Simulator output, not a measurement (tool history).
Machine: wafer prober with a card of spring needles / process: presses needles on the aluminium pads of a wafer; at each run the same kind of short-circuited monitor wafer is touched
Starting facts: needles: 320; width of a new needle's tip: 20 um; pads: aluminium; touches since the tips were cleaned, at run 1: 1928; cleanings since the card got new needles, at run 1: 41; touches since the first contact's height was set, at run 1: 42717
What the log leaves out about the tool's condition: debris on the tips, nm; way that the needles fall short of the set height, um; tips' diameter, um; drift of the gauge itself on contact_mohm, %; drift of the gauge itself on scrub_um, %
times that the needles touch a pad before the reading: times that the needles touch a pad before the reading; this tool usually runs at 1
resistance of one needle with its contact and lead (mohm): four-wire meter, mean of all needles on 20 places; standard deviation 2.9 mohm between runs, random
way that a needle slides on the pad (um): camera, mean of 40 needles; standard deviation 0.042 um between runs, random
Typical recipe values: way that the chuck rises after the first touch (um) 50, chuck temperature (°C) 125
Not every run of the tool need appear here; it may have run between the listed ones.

run,day,way that the chuck rises after the first touch (um),chuck temperature (°C),times that the needles touch a pad before the reading,touches since the tips were cleaned,cleanings since the card got new needles,touches since the first contact's height was set,resistance of one needle with its contact and lead (mohm),way that a needle slides on the pad (um)
1,0.000,50,125,1,1928,41,42717,337,8.44
# day 0.079: tips cleaned on abrasive film
# day 0.458: tips cleaned on abrasive film
# day 0.838: tips cleaned on abrasive film
# day 1.217: tips cleaned on abrasive film
# day 1.521: tips cleaned on abrasive film
# day 1.825: tips cleaned on abrasive film
# day 2.204: tips cleaned on abrasive film
2,2.438,50,125,1,1693,48,60181,337,8.40
# day 2.517: tips cleaned on abrasive film
# day 2.604: height of the first contact set anew
# day 2.908: tips cleaned on abrasive film
# day 3.288: tips cleaned on abrasive film
# day 3.592: tips cleaned on abrasive film
# day 3.971: tips cleaned on abrasive film
# day 4.350: tips cleaned on abrasive film
# day 4.729: tips cleaned on abrasive film
# day 5.108: tips cleaned on abrasive film
# day 5.412: tips cleaned on abrasive film
# day 5.717: tips cleaned on abrasive film
# day 6.096: tips cleaned on abrasive film
# day 6.475: tips cleaned on abrasive film
3,6.708,50,26,1,1692,60,29429,301,8.42
# day 6.788: tips cleaned on abrasive film
# day 7.167: tips cleaned on abrasive film
# day 7.471: tips cleaned on abrasive film
# day 7.850: tips cleaned on abrasive film
# day 8.154: tips cleaned on abrasive film
# day 8.458: tips cleaned on abrasive film
# day 8.838: tips cleaned on abrasive film
# day 9.142: tips cleaned on abrasive film
# day 9.446: tips cleaned on abrasive film
4,9.504,50,26,1,427,69,49432,296,8.41
# day 9.808: tips cleaned on abrasive film
# day 10.112: tips cleaned on abrasive film
# day 10.492: tips cleaned on abrasive film
# day 10.796: tips cleaned on abrasive film
# day 11.104: tips cleaned on abrasive film
# day 11.192: height of the first contact set anew
# day 11.496: tips cleaned on abrasive film
# day 11.875: tips cleaned on abrasive film
# day 12.179: tips cleaned on abrasive film
# day 12.483: tips cleaned on abrasive film
5,12.671,50,26,1,1362,78,10608,298,8.43
# day 12.825: tips cleaned on abrasive film
# day 13.204: tips cleaned on abrasive film
# day 13.508: tips cleaned on abrasive film
# day 13.888: tips cleaned on abrasive film
# day 14.192: tips cleaned on abrasive film
# day 14.571: tips cleaned on abrasive film
# day 14.875: tips cleaned on abrasive film
# day 15.254: tips cleaned on abrasive film
# day 15.558: tips cleaned on abrasive film
# day 15.938: tips cleaned on abrasive film
6,15.954,50,26,1,123,88,34117,297,8.33
# day 16.258: tips cleaned on abrasive film
# day 16.638: tips cleaned on abrasive film
# day 17.017: tips cleaned on abrasive film
# day 17.321: tips cleaned on abrasive film
# day 17.700: tips cleaned on abrasive film
# day 18.004: tips cleaned on abrasive film
# day 18.383: tips cleaned on abrasive film
# day 18.688: tips cleaned on abrasive film
# day 19.067: tips cleaned on abrasive film
# day 19.446: tips cleaned on abrasive film
# day 19.750: tips cleaned on abrasive film
# day 19.762: height of the first contact set anew
# day 20.067: tips cleaned on abrasive film
7,20.150,50,26,1,597,100,2773,294,8.37
# day 20.379: tips cleaned on abrasive film
# day 20.683: tips cleaned on abrasive film
# day 20.988: tips cleaned on abrasive film
# day 21.367: tips cleaned on abrasive film
# day 21.671: tips cleaned on abrasive film
# day 22.050: tips cleaned on abrasive film
8,22.221,50,26,1,1234,106,17609,295,8.37
# day 22.375: tips cleaned on abrasive film
# day 22.754: tips cleaned on abrasive film
# day 23.133: tips cleaned on abrasive film
# day 23.438: tips cleaned on abrasive film
# day 23.817: tips cleaned on abrasive film
# day 24.121: tips cleaned on abrasive film
# day 24.425: tips cleaned on abrasive film
# day 24.804: tips cleaned on abrasive film
# day 25.108: tips cleaned on abrasive film
# day 25.412: tips cleaned on abrasive film
9,25.454,57,26,1,294,116,40746,291,9.54
# day 25.758: tips cleaned on abrasive film
# day 26.138: tips cleaned on abrasive film
# day 26.442: tips cleaned on abrasive film
# day 26.821: tips cleaned on abrasive film
# day 27.200: tips cleaned on abrasive film
# day 27.579: tips cleaned on abrasive film
# day 27.883: tips cleaned on abrasive film
# day 28.262: tips cleaned on abrasive film
# day 28.350: height of the first contact set anew
# day 28.579: tips cleaned on abrasive film
10,28.762,48,61,1,1338,125,2969,312,8.05
# day 28.921: tips cleaned on abrasive film
# day 29.300: tips cleaned on abrasive film
# day 29.679: tips cleaned on abrasive film
# day 29.983: tips cleaned on abrasive film
# day 30.362: tips cleaned on abrasive film
# day 30.742: tips cleaned on abrasive film
# day 31.121: tips cleaned on abrasive film
# day 31.500: tips cleaned on abrasive film
# day 31.879: tips cleaned on abrasive film
11,31.908,56,38,1,235,134,25503,294,9.36
# day 32.212: tips cleaned on abrasive film
# day 32.592: tips cleaned on abrasive film
# day 32.971: tips cleaned on abrasive film
# day 33.350: tips cleaned on abrasive film
# day 33.729: tips cleaned on abrasive film
# day 34.038: tips cleaned on abrasive film
# day 34.417: tips cleaned on abrasive film
# day 34.721: tips cleaned on abrasive film
# day 35.025: tips cleaned on abrasive film
# day 35.404: tips cleaned on abrasive film
# day 35.783: tips cleaned on abrasive film
12,35.921,44,95,3,1020,145,54258,334,7.39
# day 36.150: tips cleaned on abrasive film
# day 36.529: tips cleaned on abrasive film
# day 36.833: tips cleaned on abrasive film
# day 36.921: height of the first contact set anew
# day 37.225: tips cleaned on abrasive film
# day 37.604: tips cleaned on abrasive film
# day 37.983: tips cleaned on abrasive film
# day 38.362: tips cleaned on abrasive film
# day 38.742: tips cleaned on abrasive film
# day 39.046: tips cleaned on abrasive film
# day 39.354: tips cleaned on abrasive film
# day 39.717: tips cleaned on abrasive film
13,39.717,62,86,1,0,156,20017,306,10.31
# day 40.021: tips cleaned on abrasive film
# day 40.400: tips cleaned on abrasive film
# day 40.779: tips cleaned on abrasive film
# day 41.083: tips cleaned on abrasive film
# day 41.462: tips cleaned on abrasive film
# day 41.842: tips cleaned on abrasive film
# day 42.221: tips cleaned on abrasive film
# day 42.600: tips cleaned on abrasive film
# day 42.904: tips cleaned on abrasive film
# day 43.283: tips cleaned on abrasive film
# day 43.662: tips cleaned on abrasive film
14,43.733,59,65,1,505,167,48802,299,9.81
# day 44.038: tips cleaned on abrasive film
# day 44.342: tips cleaned on abrasive film
# day 44.721: tips cleaned on abrasive film
# day 45.100: tips cleaned on abrasive film
# day 45.404: tips cleaned on abrasive film
# day 45.492: height of the first contact set anew
# day 45.796: tips cleaned on abrasive film
# day 46.175: tips cleaned on abrasive film
# day 46.554: tips cleaned on abrasive film
# day 46.933: tips cleaned on abrasive film
# day 47.312: tips cleaned on abrasive film
# day 47.617: tips cleaned on abrasive film
15,47.692,41,41,2,554,178,15783,314,6.87
# day 47.925: tips cleaned on abrasive film
# day 48.304: tips cleaned on abrasive film
# day 48.683: tips cleaned on abrasive film
# day 48.988: tips cleaned on abrasive film
# day 49.367: tips cleaned on abrasive film
# day 49.746: tips cleaned on abrasive film
# day 50.125: tips cleaned on abrasive film
# day 50.504: tips cleaned on abrasive film
# day 50.808: tips cleaned on abrasive film
16,50.888,50,32,2,584,187,38676,296,8.33
# day 51.121: tips cleaned on abrasive film
# day 51.500: tips cleaned on abrasive film
# day 51.804: tips cleaned on abrasive film
# day 52.108: tips cleaned on abrasive film
# day 52.488: tips cleaned on abrasive film
# day 52.792: tips cleaned on abrasive film
# day 53.096: tips cleaned on abrasive film
# day 53.475: tips cleaned on abrasive film
# day 53.779: tips cleaned on abrasive film
# day 54.017: height of the first contact set anew
17,54.017,50,32,2,1633,196,1,297,8.31
# day 54.154: tips cleaned on abrasive film
# day 54.533: tips cleaned on abrasive film
# day 54.838: tips cleaned on abrasive film
# day 55.217: tips cleaned on abrasive film
# day 55.596: tips cleaned on abrasive film
# day 55.975: tips cleaned on abrasive film
# day 56.279: tips cleaned on abrasive film
# day 56.658: tips cleaned on abrasive film
# day 57.038: tips cleaned on abrasive film
18,57.075,68,125,1,284,205,21919,318,11.31

4 ways to go on from here, each from the tool as it stands after run 18. What would each give?
# day 57.379: tips cleaned on abrasive film
# day 57.758: tips cleaned on abrasive film
# day 58.062: tips cleaned on abrasive film
# day 58.442: tips cleaned on abrasive film
# day 58.821: tips cleaned on abrasive film
# day 59.125: tips cleaned on abrasive film
A,59.150,50,28,1,159,211,36763,?,?
# day 57.379: tips cleaned on abrasive film
# day 57.758: tips cleaned on abrasive film
# day 58.062: tips cleaned on abrasive film
# day 58.442: tips cleaned on abrasive film
# day 58.821: tips cleaned on abrasive film
# day 59.125: tips cleaned on abrasive film
B,59.150,50,125,1,159,211,36763,?,?
# day 57.379: tips cleaned on abrasive film
# day 57.758: tips cleaned on abrasive film
# day 58.062: tips cleaned on abrasive film
# day 58.442: tips cleaned on abrasive film
# day 58.821: tips cleaned on abrasive film
# day 59.125: tips cleaned on abrasive film
C,59.150,42,56,1,159,211,36763,?,?
# day 57.379: tips cleaned on abrasive film
# day 57.758: tips cleaned on abrasive film
# day 58.062: tips cleaned on abrasive film
# day 58.442: tips cleaned on abrasive film
# day 58.821: tips cleaned on abrasive film
# day 59.125: tips cleaned on abrasive film
D,59.150,34,100,2,159,211,36763,?,?

run,resistance of one needle with its contact and lead (mohm),way that a needle slides on the pad (um)
A,304,8.29
B,336,8.22
C,312,7.01
D,354,5.66
With the hidden condition removed and each run's random variation left untouched, the same runs would have given:
run,resistance of one needle with its contact and lead (mohm),way that a needle slides on the pad (um)
A,303,8.42
B,336,8.35
C,311,7.12
D,354,5.75

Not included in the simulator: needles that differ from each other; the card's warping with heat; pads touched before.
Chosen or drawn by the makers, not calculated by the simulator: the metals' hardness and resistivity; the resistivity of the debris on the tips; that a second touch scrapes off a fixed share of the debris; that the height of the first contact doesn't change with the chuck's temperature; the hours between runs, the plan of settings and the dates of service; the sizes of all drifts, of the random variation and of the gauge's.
